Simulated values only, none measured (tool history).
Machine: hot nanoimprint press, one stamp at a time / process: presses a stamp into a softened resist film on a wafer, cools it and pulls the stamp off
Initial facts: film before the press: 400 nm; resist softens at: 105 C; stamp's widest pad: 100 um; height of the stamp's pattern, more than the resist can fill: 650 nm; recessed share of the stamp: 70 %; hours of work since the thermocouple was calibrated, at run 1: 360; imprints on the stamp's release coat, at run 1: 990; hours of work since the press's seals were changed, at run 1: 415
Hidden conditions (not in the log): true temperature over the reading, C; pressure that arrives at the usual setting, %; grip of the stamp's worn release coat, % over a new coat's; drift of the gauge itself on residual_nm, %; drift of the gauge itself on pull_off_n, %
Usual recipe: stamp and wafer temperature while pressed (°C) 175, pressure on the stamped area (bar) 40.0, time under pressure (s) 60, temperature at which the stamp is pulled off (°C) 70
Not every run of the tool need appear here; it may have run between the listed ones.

run	day	stamp and wafer temperature while pressed (°C)	pressure on the stamped area (bar)	time under pressure (s)	temperature at which the stamp is pulled off (°C)	hours of work since the thermocouple was calibrated	imprints on the stamp's release coat	hours of work since the press's seals were changed	resist left under the stamp's widest pad (Å)	greatest force while the stamp is pulled off (N)
1	0.000	175	40.0	60	70	360	990	415	2290	104
2	0.488	175	40.0	60	70	367	1021	422	2290	107
3	1.483	175	40.0	60	70	382	1085	437	2270	107
4	2.200	164	40.0	60	70	393	1131	448	3239	108
5	2.779	164	40.0	60	70	402	1168	457	3223	108
6	3.446	164	40.0	60	70	412	1211	467	3249	107
7	4.162	169	40.0	60	70	422	1257	478	2828	109
8	5.100	169	40.0	60	70	437	1317	492	2840	108
9	5.642	169	40.0	60	70	445	1352	500	2818	108
10	6.338	169	40.0	60	70	455	1396	511	2816	108
11	7.442	176	25.6	57	63	472	1467	527	2619	112
# day 8.258: stamp cleaned and given a new release coat
12	8.771	176	25.6	57	63	488	33	544	2602	111
# day 9.217: press's hydraulic seals changed and the load cell set to zero
13	9.688	184	48.7	34	73	497	71	7	1744	105
14	10.625	165	63.5	60	70	511	131	21	2750	107
15	11.279	165	63.5	60	70	521	173	31	2783	108
16	12.271	165	63.5	60	70	536	236	46	2747	107
17	12.750	167	40.0	60	70	544	267	53	2953	104
18	13.221	167	45.5	73	64	551	297	61	2724	114
19	14.088	167	45.5	73	64	564	352	74	2713	113

What if the next run were any one of these 4? Each begins from the tool's condition after run 19:
A	14.879	175	40.0	62	78	576	403	86	?	?
B	14.879	175	46.0	60	70	576	403	86	?	?
C	14.879	172	29.6	73	72	576	403	86	?	?
D	14.879	173	40.0	60	70	576	403	86	?	?

run	resist left under the stamp's widest pad (Å)	greatest force while the stamp is pulled off (N)
A	2210	99
B	2103	109
C	2637	104
D	2393	108
Take away the tool's hidden state, keep each run's random variation, and the runs would have read:
run	resist left under the stamp's widest pad (Å)	greatest force while the stamp is pulled off (N)
A	2270	99
B	2160	109
C	2707	104
D	2458	108

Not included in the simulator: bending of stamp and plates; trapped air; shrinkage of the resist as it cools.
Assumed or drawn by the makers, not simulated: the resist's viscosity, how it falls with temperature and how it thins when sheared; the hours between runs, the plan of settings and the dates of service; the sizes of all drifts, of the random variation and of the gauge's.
